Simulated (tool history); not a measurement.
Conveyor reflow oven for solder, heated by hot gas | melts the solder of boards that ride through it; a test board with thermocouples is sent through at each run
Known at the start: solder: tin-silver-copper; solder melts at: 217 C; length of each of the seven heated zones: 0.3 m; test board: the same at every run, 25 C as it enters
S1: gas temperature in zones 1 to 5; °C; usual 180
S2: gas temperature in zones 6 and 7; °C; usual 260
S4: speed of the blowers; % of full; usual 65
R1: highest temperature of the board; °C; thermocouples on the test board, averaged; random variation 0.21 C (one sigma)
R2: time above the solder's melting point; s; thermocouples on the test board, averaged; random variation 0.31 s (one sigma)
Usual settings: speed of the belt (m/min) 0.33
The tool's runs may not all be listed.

Run 1, hour 0: usual settings. Result: R1 247.5 °C, R2 80.5 s.
Run 2, hour 67.8: usual settings but S1 176 °C. Result: R1 247 °C, R2 77.4 s.
Run 3, hour 128.6: usual settings but S1 176 °C. Result: R1 246.7 °C, R2 77.6 s.
Run 4, hour 196.6: usual settings. Result: R1 247.5 °C, R2 80.2 s.
Run 5, hour 257.2: usual settings. Result: R1 247.5 °C, R2 81 s.
Run 6, hour 287.3: usual settings but speed of the belt (m/min) 0.29. Result: R1 250.5 °C, R2 98.2 s.
Run 7, hour 320.2: usual settings but speed of the belt (m/min) 0.29. Result: R1 251 °C, R2 98.3 s.
Run 8, hour 351.9: usual settings but speed of the belt (m/min) 0.29. Result: R1 250.8 °C, R2 98.1 s.
Run 9, hour 413.8: usual settings but speed of the belt (m/min) 0.29. Result: R1 250.7 °C, R2 98 s.
Run 10, hour 468.1: usual settings but speed of the belt (m/min) 0.323. Result: R1 248.3 °C, R2 84.3 s.
Run 11, hour 534.3: usual settings but S2 255 °C, speed of the belt (m/min) 0.323. Result: R1 244.1 °C, R2 79.2 s.
Run 12, hour 599: usual settings but S2 255 °C, speed of the belt (m/min) 0.323. Result: R1 244.2 °C, R2 78.6 s.
At hour 649.9: flux residue cleaned out of gas plates and filters.
Run 13, hour 664.1: usual settings but S2 255 °C, speed of the belt (m/min) 0.323. Result: R1 244.5 °C, R2 80.6 s.
Run 14, hour 729.6: usual settings but S2 255 °C, speed of the belt (m/min) 0.323. Result: R1 244.8 °C, R2 80.6 s.
Run 15, hour 784.9: usual settings. Result: R1 248.3 °C, R2 82.7 s.
Run 16, hour 838.2: usual settings. Result: R1 248.6 °C, R2 82.8 s.
Run 17, hour 889.2: usual settings but S1 187 °C, S2 256 °C, speed of the belt (m/min) 0.287, S4 73 % of full. Result: R1 250.8 °C, R2 106.2 s.
Run 18, hour 962.1: usual settings but speed of the belt (m/min) 0.333, S4 81 % of full. Result: R1 251.7 °C, R2 87 s.
Run 19, hour 1002.7: usual settings but S1 193 °C, speed of the belt (m/min) 0.333, S4 81 % of full. Result: R1 253.3 °C, R2 97.3 s.
Run 20, hour 1066.6: usual settings but S1 193 °C, speed of the belt (m/min) 0.298, S4 81 % of full. Result: R1 255.5 °C, R2 110.7 s.
Run 21, hour 1133.8: usual settings but S2 270 °C. Result: R1 258.3 °C, R2 91.8 s.
Run 22, hour 1188.2: usual settings but S1 178 °C, speed of the belt (m/min) 0.279. Result: R1 253.2 °C, R2 105.5 s.
Run 23, hour 1244: usual settings but S1 178 °C, speed of the belt (m/min) 0.279. Result: R1 252.9 °C, R2 104.7 s.
Run 24, hour 1304.8: usual settings but S1 178 °C, speed of the belt (m/min) 0.279. Result: R1 252.8 °C, R2 104.5 s.
At hour 1334.8: flux residue cleaned out of gas plates and filters.
At hour 1338.8: belt drive overhauled, speed set with a stopwatch.
Run 25, hour 1358.7: usual settings but S1 178 °C, S2 251 °C, speed of the belt (m/min) 0.279, S4 77 % of full. Result: R1 247.1 °C, R2 98.4 s.
Run 26, hour 1400.2: usual settings but S1 179 °C, S2 251 °C, speed of the belt (m/min) 0.279, S4 62 % of full. Result: R1 244.7 °C, R2 93.2 s.
Run 27, hour 1473.3: usual settings but S1 179 °C, S2 251 °C, speed of the belt (m/min) 0.279, S4 62 % of full. Result: R1 244.8 °C, R2 94.3 s.
Run 28, hour 1506.2: usual settings but S1 179 °C, S2 251 °C, speed of the belt (m/min) 0.279, S4 62 % of full. Result: R1 244.9 °C, R2 94.1 s.
Run 29, hour 1571.9: usual settings but S1 179 °C, S2 251 °C, speed of the belt (m/min) 0.279, S4 62 % of full. Result: R1 244.3 °C, R2 94.2 s.
Run 30, hour 1635.9: usual settings but S1 179 °C, S2 251 °C, speed of the belt (m/min) 0.279, S4 62 % of full. Result: R1 244.9 °C, R2 94.4 s.

Forecast run 31:
Run 31, hour 1690.7: usual settings but S1 166 °C, speed of the belt (m/min) 0.279, S4 87 % of full. Result: R1 ?, R2 ?.

{"run 31": {"R1": 256, "R2": 102.7}}
Without the tool's hidden state the same run would have given R1 253.1 °C, R2 99.5 s.

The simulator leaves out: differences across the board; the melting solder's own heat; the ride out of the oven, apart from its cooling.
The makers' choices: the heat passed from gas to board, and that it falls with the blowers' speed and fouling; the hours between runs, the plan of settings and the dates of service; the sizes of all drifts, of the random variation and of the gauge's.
